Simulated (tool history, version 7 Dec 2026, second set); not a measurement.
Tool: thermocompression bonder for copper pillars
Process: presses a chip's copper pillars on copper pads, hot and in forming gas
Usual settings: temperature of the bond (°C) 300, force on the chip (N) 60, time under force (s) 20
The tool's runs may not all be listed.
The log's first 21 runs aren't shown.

run	hour	temperature of the bond (°C)	force on the chip (N)	time under force (s)	force that shears a chip off (N)
# hour 1417: heater calibrated with a thermocouple chip
# hour 1451.3: forming gas filter changed
22	1456.4	304	47	20	33.3
23	1511.3	304	47	20	32.9
24	1579.5	304	43	18	28
25	1659.7	285	65	24	32.8
26	1728.6	285	65	24	31.4
27	1812.6	302	68	36	44.5
# hour 1844.1: forming gas filter changed
28	1902.7	282	68	36	37.3
29	1980	282	68	36	35.7
30	2033.7	320	85	13	45.2
31	2110.6	328	60	47	56.7
32	2178.7	328	60	47	54
# hour 2233.5: heater calibrated with a thermocouple chip
# hour 2243: forming gas filter changed
33	2249.6	300	46	28	35.3
34	2296.7	277	63	31	34.3
35	2340.9	277	63	31	33

Forecast each of these 5 alternatives for the next run:
A	2383.3	300	50	20	?
B	2383.3	285	63	31	?
C	2383.3	277	39	31	?
D	2383.3	283	63	31	?
E	2383.3	310	86	17	?

run	force that shears a chip off (N)
A	31.1
B	36.5
C	22.5
D	35
E	46.5
Without the tool's hidden state the same runs would have given:
run	force that shears a chip off (N)
A	34.1
B	39.9
C	24.8
D	38.3
E	50.4
